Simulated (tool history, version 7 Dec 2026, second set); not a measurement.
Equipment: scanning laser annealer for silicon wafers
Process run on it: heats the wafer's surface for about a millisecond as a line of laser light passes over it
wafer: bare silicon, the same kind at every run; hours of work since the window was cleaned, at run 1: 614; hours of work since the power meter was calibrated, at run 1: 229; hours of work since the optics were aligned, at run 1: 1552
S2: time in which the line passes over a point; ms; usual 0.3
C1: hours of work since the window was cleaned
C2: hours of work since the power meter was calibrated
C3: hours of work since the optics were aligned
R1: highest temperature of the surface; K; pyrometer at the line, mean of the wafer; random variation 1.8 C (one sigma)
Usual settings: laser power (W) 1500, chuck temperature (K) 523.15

Run 1, hour 0: usual settings; C1 614; C2 229; C3 1552. Result: R1 1190.15 K.
Run 2, hour 21.8: usual settings; C1 623; C2 238; C3 1561. Result: R1 1187.15 K.
Run 3, hour 35.3: usual settings; C1 628; C2 244; C3 1566. Result: R1 1188.15 K.
Run 4, hour 59: usual settings; C1 638; C2 254; C3 1576. Result: R1 1188.15 K.
Run 5, hour 71.5: usual settings but chuck temperature (K) 498.15; C1 643; C2 259; C3 1581. Result: R1 1163.15 K.
Run 6, hour 85.8: usual settings; C1 649; C2 265; C3 1587. Result: R1 1187.15 K.
Run 7, hour 110.3: usual settings but laser power (W) 1367; C1 659; C2 275; C3 1597. Result: R1 1134.15 K.
Run 8, hour 123.8: usual settings but laser power (W) 1367; C1 664; C2 280; C3 1603. Result: R1 1135.15 K.
Run 9, hour 138.8: usual settings but laser power (W) 1367; C1 671; C2 286; C3 1609. Result: R1 1137.15 K.
Run 10, hour 165.2: usual settings but chuck temperature (K) 501.15; C1 681; C2 297; C3 1619. Result: R1 1164.15 K.
Run 11, hour 179.6: usual settings but chuck temperature (K) 501.15; C1 687; C2 303; C3 1625. Result: R1 1164.15 K.
Run 12, hour 197: usual settings but S2 0.212 ms; C1 695; C2 310; C3 1633. Result: R1 1093.15 K.
Run 13, hour 218: usual settings but chuck temperature (K) 553.15; C1 703; C2 319; C3 1641. Result: R1 1216.15 K.
Run 14, hour 228.8: usual settings but chuck temperature (K) 553.15; C1 708; C2 323; C3 1646. Result: R1 1212.15 K.
Run 15, hour 248.6: usual settings; C1 716; C2 331; C3 1654. Result: R1 1187.15 K.
Run 16, hour 264.5: usual settings; C1 722; C2 338; C3 1660. Result: R1 1183.15 K.
Run 17, hour 285.2: usual settings; C1 731; C2 346; C3 1669. Result: R1 1186.15 K.
Run 18, hour 309.5: usual settings but chuck temperature (K) 527.15; C1 741; C2 356; C3 1679. Result: R1 1187.15 K.
Run 19, hour 333.9: usual settings but chuck temperature (K) 527.15; C1 751; C2 366; C3 1689. Result: R1 1187.15 K.
Run 20, hour 359.1: usual settings but chuck temperature (K) 527.15; C1 761; C2 377; C3 1699. Result: R1 1188.15 K.
Run 21, hour 376.1: usual settings but chuck temperature (K) 527.15; C1 768; C2 384; C3 1706. Result: R1 1185.15 K.
Run 22, hour 392: usual settings but chuck temperature (K) 488.15; C1 774; C2 390; C3 1713. Result: R1 1148.15 K.
Run 23, hour 409.4: usual settings but chuck temperature (K) 488.15; C1 782; C2 397; C3 1720. Result: R1 1148.15 K.
Run 24, hour 424.4: usual settings but laser power (W) 1469, S2 0.352 ms, chuck temperature (K) 519.15; C1 788; C2 403; C3 1726. Result: R1 1210.15 K.
Run 25, hour 444.8: usual settings but laser power (W) 1469, S2 0.352 ms, chuck temperature (K) 519.15; C1 796; C2 412; C3 1734. Result: R1 1211.15 K.
Run 26, hour 459: usual settings but laser power (W) 1358, S2 0.313 ms, chuck temperature (K) 542.15; C1 802; C2 418; C3 1740. Result: R1 1152.15 K.
Run 27, hour 481.8: usual settings but laser power (W) 1378, S2 0.264 ms, chuck temperature (K) 543.15; C1 811; C2 427; C3 1749. Result: R1 1117.15 K.
Run 28, hour 502.6: usual settings but laser power (W) 1378, S2 0.264 ms, chuck temperature (K) 543.15; C1 820; C2 436; C3 1758. Result: R1 1117.15 K.
Run 29, hour 514.2: usual settings but laser power (W) 1526, S2 0.213 ms, chuck temperature (K) 537.15; C1 825; C2 440; C3 1763. Result: R1 1111.15 K.
Run 30, hour 526.2: usual settings but laser power (W) 1526, S2 0.374 ms, chuck temperature (K) 535.15; C1 829; C2 445; C3 1768. Result: R1 1267.15 K.
Run 31, hour 544.3: usual settings but laser power (W) 1603, S2 0.344 ms, chuck temperature (K) 549.15; C1 837; C2 453; C3 1775. Result: R1 1293.15 K.
At hour 550.6: window over the wafer cleaned.
Run 32, hour 569.9: usual settings but laser power (W) 1603, S2 0.344 ms, chuck temperature (K) 549.15; C1 8; C2 462; C3 1785. Result: R1 1333.15 K.
Run 33, hour 588.8: usual settings but laser power (W) 1613, S2 0.294 ms, chuck temperature (K) 524.15; C1 16; C2 470; C3 1792. Result: R1 1255.15 K.
Run 34, hour 607.2: usual settings but S2 0.21 ms, chuck temperature (K) 563.15; C1 23; C2 478; C3 1800. Result: R1 1156.15 K.
Run 35, hour 618: usual settings but laser power (W) 1481, S2 0.263 ms, chuck temperature (K) 505.15; C1 28; C2 482; C3 1804. Result: R1 1149.15 K.
Run 36, hour 641.7: usual settings but laser power (W) 1481, S2 0.295 ms, chuck temperature (K) 520.15; C1 37; C2 492; C3 1814. Result: R1 1197.15 K.
Run 37, hour 664.5: usual settings but S2 0.32 ms, chuck temperature (K) 508.15; C1 47; C2 501; C3 1823. Result: R1 1216.15 K.
Run 38, hour 686.8: usual settings but laser power (W) 1635, S2 0.372 ms, chuck temperature (K) 539.15; C1 56; C2 510; C3 1833. Result: R1 1360.15 K.
Run 39, hour 711.3: usual settings but laser power (W) 1465, chuck temperature (K) 562.15; C1 66; C2 520; C3 1843. Result: R1 1234.15 K.
Run 40, hour 733.7: usual settings but laser power (W) 1547, S2 0.245 ms, chuck temperature (K) 509.15; C1 75; C2 530; C3 1852. Result: R1 1160.15 K.
Run 41, hour 756.3: usual settings but laser power (W) 1547, S2 0.245 ms, chuck temperature (K) 509.15; C1 84; C2 539; C3 1861. Result: R1 1157.15 K.

Difference, measured minus no-hidden-state, one row per run. Run-to-run variation is common to both terms; the gauge's own scatter need not be:
What the log doesn't record here: light that passes the window, % of a clean one's; laser's true power over the reading, %; width of the line over the set one, %; drift of the gauge itself on peak_c, C.
run   R1
  1  -38
  2  -39
  3  -38
  4  -39
  5  -39
  6  -40
  7  -37
  8  -37
  9  -38
 10  -41
 11  -42
 12  -36
 13  -43
 14  -43
 15  -43
 16  -43
 17  -43
 18  -44
 19  -45
 20  -46
 21  -46
 22  -46
 23  -46
 24  -49
 25  -49
 26  -44
 27  -42
 28  -42
 29  -42
 30  -54
 31  -56
 32  -15
 33  -15
 34  -13
 35  -14
 36  -15
 37  -16
 38  -19
 39  -17
 40  -16
 41  -16
